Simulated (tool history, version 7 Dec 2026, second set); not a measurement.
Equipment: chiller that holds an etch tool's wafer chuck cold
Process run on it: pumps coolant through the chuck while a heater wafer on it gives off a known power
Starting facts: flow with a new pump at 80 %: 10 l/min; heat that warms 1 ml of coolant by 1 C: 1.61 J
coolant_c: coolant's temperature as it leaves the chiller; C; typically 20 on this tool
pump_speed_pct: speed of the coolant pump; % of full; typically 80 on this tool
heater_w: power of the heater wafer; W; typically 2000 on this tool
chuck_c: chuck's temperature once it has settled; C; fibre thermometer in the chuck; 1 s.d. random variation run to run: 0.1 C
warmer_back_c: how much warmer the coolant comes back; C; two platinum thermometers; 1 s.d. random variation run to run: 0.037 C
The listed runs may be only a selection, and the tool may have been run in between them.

Run 1, day 0.000: usual settings. Result: chuck_c 42.9 C, warmer_back_c 7.51 C.
Run 2, day 3.504: usual settings. Result: chuck_c 43.0 C, warmer_back_c 7.41 C.
Run 3, day 7.508: usual settings. Result: chuck_c 42.9 C, warmer_back_c 7.42 C.
Run 4, day 10.138: usual settings but heater_w 1287 W. Result: chuck_c 34.7 C, warmer_back_c 4.85 C.
Run 5, day 13.496: usual settings but coolant_c 17 C, heater_w 1287 W. Result: chuck_c 31.7 C, warmer_back_c 4.83 C.
Run 6, day 18.996: usual settings but heater_w 2225 W. Result: chuck_c 45.5 C, warmer_back_c 8.32 C.
Run 7, day 23.138: usual settings but coolant_c 25 C. Result: chuck_c 47.8 C, warmer_back_c 7.45 C.
Run 8, day 25.800: usual settings but pump_speed_pct 79 % of full. Result: chuck_c 43.4 C, warmer_back_c 7.54 C.
Run 9, day 31.300: usual settings but pump_speed_pct 79 % of full. Result: chuck_c 43.3 C, warmer_back_c 7.58 C.
Run 10, day 35.179: usual settings but coolant_c 24 C. Result: chuck_c 46.9 C, warmer_back_c 7.49 C.
Run 11, day 40.342: usual settings but coolant_c 24 C. Result: chuck_c 47.1 C, warmer_back_c 7.49 C.
Run 12, day 42.962: usual settings but coolant_c 24 C. Result: chuck_c 47.3 C, warmer_back_c 7.44 C.
Run 13, day 46.083: usual settings but coolant_c 24 C. Result: chuck_c 46.9 C, warmer_back_c 7.55 C.
Run 14, day 51.067: usual settings but coolant_c 24 C. Result: chuck_c 47.1 C, warmer_back_c 7.48 C.
Run 15, day 56.033: usual settings. Result: chuck_c 42.9 C, warmer_back_c 7.47 C.
Run 16, day 60.779: usual settings but pump_speed_pct 91 % of full. Result: chuck_c 41.5 C, warmer_back_c 6.57 C.
Run 17, day 63.304: usual settings but pump_speed_pct 69 % of full. Result: chuck_c 45.3 C, warmer_back_c 8.71 C.

Estimate the outcome of run 18 from the log above:
Run 18, day 66.429: usual settings but pump_speed_pct 69 % of full. Result: chuck_c ?, warmer_back_c ?.

{"run 18": {"chuck_c": 45.0, "warmer_back_c": 8.78}}
Without the tool's hidden state the same run would have given chuck_c 45.0 C, warmer_back_c 8.78 C.
